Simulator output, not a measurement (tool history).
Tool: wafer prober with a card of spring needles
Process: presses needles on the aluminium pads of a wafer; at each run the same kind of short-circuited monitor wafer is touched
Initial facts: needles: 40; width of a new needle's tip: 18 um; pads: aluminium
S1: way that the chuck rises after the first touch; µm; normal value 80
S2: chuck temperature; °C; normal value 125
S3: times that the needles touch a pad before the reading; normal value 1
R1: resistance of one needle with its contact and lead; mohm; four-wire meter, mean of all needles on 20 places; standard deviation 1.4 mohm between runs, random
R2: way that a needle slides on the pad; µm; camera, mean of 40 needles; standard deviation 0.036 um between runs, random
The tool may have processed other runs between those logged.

Run 1, hour 0: usual settings. Result: R1 138 mohm, R2 18.45 µm.
At hour 10.5: height of the first contact set anew.
At hour 20.3: tips cleaned on abrasive film.
Run 2, hour 28: usual settings. Result: R1 133 mohm, R2 18.8 µm.
At hour 46.9: tips cleaned on abrasive film.
Run 3, hour 53.8: usual settings. Result: R1 135 mohm, R2 18.74 µm.
At hour 73.7: tips cleaned on abrasive film.
Run 4, hour 75.4: usual settings. Result: R1 129 mohm, R2 18.69 µm.
At hour 101.3: tips cleaned on abrasive film.
Run 5, hour 101.3: usual settings. Result: R1 130 mohm, R2 18.72 µm.
Run 6, hour 122.2: usual settings. Result: R1 143 mohm, R2 18.71 µm.
At hour 128.3: tips cleaned on abrasive film.
Run 7, hour 134.9: usual settings. Result: R1 133 mohm, R2 18.75 µm.
Run 8, hour 147.9: usual settings. Result: R1 145 mohm, R2 18.68 µm.
At hour 155.4: tips cleaned on abrasive film.
Run 9, hour 173.2: usual settings. Result: R1 140 mohm, R2 18.75 µm.
At hour 182.8: tips cleaned on abrasive film.
Run 10, hour 192.2: usual settings. Result: R1 136 mohm, R2 18.71 µm.
At hour 209.8: tips cleaned on abrasive film.
Run 11, hour 212.5: usual settings. Result: R1 128 mohm, R2 18.7 µm.
Run 12, hour 235.9: usual settings. Result: R1 145 mohm, R2 18.7 µm.
At hour 238.6: tips cleaned on abrasive film.
Run 13, hour 248.7: usual settings. Result: R1 138 mohm, R2 18.69 µm.
At hour 265.2: tips cleaned on abrasive film.
Run 14, hour 267.6: usual settings. Result: R1 130 mohm, R2 18.73 µm.
At hour 292: tips cleaned on abrasive film.
Run 15, hour 298: usual settings. Result: R1 134 mohm, R2 18.67 µm.
Run 16, hour 310.9: usual settings. Result: R1 142 mohm, R2 18.68 µm.
At hour 320: tips cleaned on abrasive film.
Run 17, hour 335.8: usual settings but S2 37 °C, S3 2. Result: R1 123 mohm, R2 18.66 µm.
At hour 347.5: tips cleaned on abrasive film.
Run 18, hour 365.5: usual settings but S1 90 µm, S2 56 °C, S3 2. Result: R1 124 mohm, R2 21 µm.
At hour 375.7: tips cleaned on abrasive film.
Run 19, hour 382.5: usual settings but S1 90 µm, S2 56 °C, S3 2. Result: R1 123 mohm, R2 20.98 µm.
At hour 403.2: tips cleaned on abrasive film.
Run 20, hour 403.5: usual settings but S1 90 µm, S2 56 °C, S3 2. Result: R1 117 mohm, R2 21 µm.
At hour 430.8: tips cleaned on abrasive film.
Run 21, hour 433.9: usual settings but S3 3. Result: R1 129 mohm, R2 18.68 µm.
Run 22, hour 456.9: usual settings but S1 64 µm, S3 3. Result: R1 139 mohm, R2 14.84 µm.
At hour 458.7: tips cleaned on abrasive film.
Run 23, hour 482: usual settings but S1 64 µm, S3 3. Result: R1 138 mohm, R2 14.85 µm.
At hour 486.9: tips cleaned on abrasive film.
Run 24, hour 496.1: usual settings but S1 79 µm, S2 65 °C. Result: R1 130 mohm, R2 18.34 µm.
At hour 514.2: tips cleaned on abrasive film.
Run 25, hour 525.8: usual settings. Result: R1 138 mohm, R2 18.61 µm.
At hour 541: tips cleaned on abrasive film.
Run 26, hour 541.8: usual settings. Result: R1 130 mohm, R2 18.57 µm.
Run 27, hour 555.8: usual settings but S1 71 µm, S2 68 °C. Result: R1 142 mohm, R2 16.43 µm.
At hour 568.2: tips cleaned on abrasive film.
Run 28, hour 570.1: usual settings but S1 66 µm, S2 68 °C. Result: R1 126 mohm, R2 15.26 µm.
At hour 596.8: tips cleaned on abrasive film.
Run 29, hour 599.8: usual settings but S1 65 µm, S2 44 °C. Result: R1 126 mohm, R2 15.15 µm.
At hour 623.4: tips cleaned on abrasive film.
Run 30, hour 628.7: usual settings but S1 67 µm, S2 32 °C. Result: R1 127 mohm, R2 15.53 µm.
At hour 650.4: tips cleaned on abrasive film.
Run 31, hour 650.4: usual settings but S1 67 µm, S2 32 °C. Result: R1 121 mohm, R2 15.43 µm.

A few steps of R1 between consecutive runs. Split each: what settings, incoming material and random variation would produce without the hidden state, and what is left over for the hidden state, along with gauge scatter present in only one of the two compared results (measured, and without hidden state):
Hidden state at play: debris on the tips, nm; way that the needles fall short of the set height, um; tips' diameter, um; drift of the gauge itself on contact_mohm, %; drift of the gauge itself on scrub_um, %.
Run 5 -> 6: no setting touched and nothing written in the log between the runs. R1 +13 mohm: hidden state +14, all else -1.
Run 11 -> 12: no setting touched and nothing written in the log between the runs. R1 +17 mohm: hidden state +14, all else +3.
Run 16 -> 17: S2 125 -> 37, S3 1 -> 2, tips cleaned on abrasive film. R1 -19 mohm: hidden state -6, all else -13.
Run 26 -> 27: S1 80 -> 71, S2 125 -> 68. R1 +12 mohm: hidden state +15, all else -3.
Run 27 -> 28: S1 71 -> 66, tips cleaned on abrasive film. R1 -16 mohm: hidden state -12, all else -4.
